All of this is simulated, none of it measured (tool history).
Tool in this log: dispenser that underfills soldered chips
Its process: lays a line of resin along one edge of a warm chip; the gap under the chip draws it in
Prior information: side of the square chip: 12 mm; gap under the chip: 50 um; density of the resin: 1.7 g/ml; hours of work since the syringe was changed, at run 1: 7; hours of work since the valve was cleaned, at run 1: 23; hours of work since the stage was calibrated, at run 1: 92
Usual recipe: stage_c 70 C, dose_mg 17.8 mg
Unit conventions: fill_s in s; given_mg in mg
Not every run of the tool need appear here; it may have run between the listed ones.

run	day	stage_c	dose_mg	hours of work since the syringe was changed	hours of work since the valve was cleaned	hours of work since the stage was calibrated	fill_s	given_mg
1	0	70	17.8	7	23	92	174	17.5
# day 0.029: new syringe of resin
2	0.117	70	17.8	2	25	94	136.6	17.48
3	0.225	70	20.3	3	27	96	143.9	19.93
4	0.458	70	17.8	7	31	100	175.3	17.41
# day 0.492: new syringe of resin
5	0.592	70	17.8	2	33	102	135.6	17.25
6	0.754	70	17.8	4	36	105	151.6	17.27
7	0.858	70	17.8	6	37	106	162.4	17.36
# day 0.95: new syringe of resin
8	1.1	70	17.8	3	41	110	139.8	17.3
9	1.212	71	17.8	4	43	112	150.2	17.23
# day 1.408: new syringe of resin
10	1.438	71	17.8	0	47	116	127.4	17.29
11	1.667	71	21.8	4	50	119	143.2	20.85
12	1.812	71	21.8	7	53	122	160.1	20.99
# day 1.862: new syringe of resin
13	1.967	70	23	2	55	124	132.8	22.16
14	2.142	70	17.4	5	58	127	153	16.79
15	2.246	81	17.4	6	60	129	118.8	16.75
# day 2.329: new syringe of resin
16	2.354	77	17.8	0	61	130	104.4	17.08
17	2.583	77	17.8	4	65	134	123.2	17.11
# day 2.788: new syringe of resin
18	2.808	77	17.8	0	69	138	103.7	17.06
19	2.979	75	17.3	3	72	141	122.9	16.45
20	3.088	68	17.2	5	73	142	167.5	16.26
# day 3.238: new syringe of resin
21	3.283	68	17.2	1	76	145	139.5	16.32
22	3.5	69	20.4	4	80	149	153.5	19.39
# day 3.688: new syringe of resin
23	3.688	69	20.4	0	83	152	128.2	19.31
24	3.883	69	22.8	3	86	155	144.1	21.43
25	4.075	69	22.8	6	89	158	170.4	21.3
# day 4.138: new syringe of resin
26	4.242	69	22.8	2	92	161	136.1	21.44
27	4.346	70	16.5	3	94	163	150	15.53
28	4.504	70	16.5	6	96	165	170.1	15.52
# day 4.6: new syringe of resin
29	4.654	64	16.9	1	99	168	165.7	15.86
30	4.788	61	17.8	3	101	170	195.1	16.71
31	4.996	71	20.3	7	104	173	158.7	18.83
# day 5.05: new syringe of resin
32	5.158	65	15.5	2	107	176	169.1	14.37
33	5.283	65	15.5	4	109	178	182.5	14.38
34	5.438	70	20.2	6	111	180	163	18.66
# day 5.504: new syringe of resin
35	5.621	63	15.6	2	114	183	183.5	14.4
36	5.792	78	21.3	5	117	186	120	19.6

Table of differences, measured result less the result of that run with no hidden state. Run-to-run variation is the same in both. Gauge scatter possibly is not:
What the log doesn't record here: resin's viscosity, % of fresh resin's; dose that the valve gives, % of what is set; true chip temperature over the reading, C; drift of the gauge itself on fill_s, %; drift of the gauge itself on given_mg, %.
run	fill_s	given_mg
1	+46.2	-0.31
2	+8.1	-0.33
3	+18.5	-0.4
4	+46.4	-0.4
5	+8.3	-0.41
6	+25	-0.45
7	+36.5	-0.47
8	+14	-0.51
9	+25.6	-0.53
10	+1.2	-0.57
11	+22.2	-0.75
12	+38.5	-0.79
13	+7.8	-0.86
14	+26.9	-0.69
15	+28.1	-0.7
16	+2.3	-0.74
17	+21.2	-0.78
18	+0.5	-0.83
19	+14.9	-0.83
20	+31.3	-0.84
21	+4.1	-0.87
22	+25.1	-1.08
23	-1.1	-1.12
24	+17.4	-1.29
25	+39.8	-1.34
26	+7.5	-1.39
27	+20.4	-1.02
28	+39.2	-1.05
29	+7.7	-1.1
30	+25.6	-1.19
31	+39.2	-1.39
32	+13.5	-1.1
33	+29.1	-1.11
34	+38.4	-1.48
35	+18.9	-1.17
36	+22.9	-1.64

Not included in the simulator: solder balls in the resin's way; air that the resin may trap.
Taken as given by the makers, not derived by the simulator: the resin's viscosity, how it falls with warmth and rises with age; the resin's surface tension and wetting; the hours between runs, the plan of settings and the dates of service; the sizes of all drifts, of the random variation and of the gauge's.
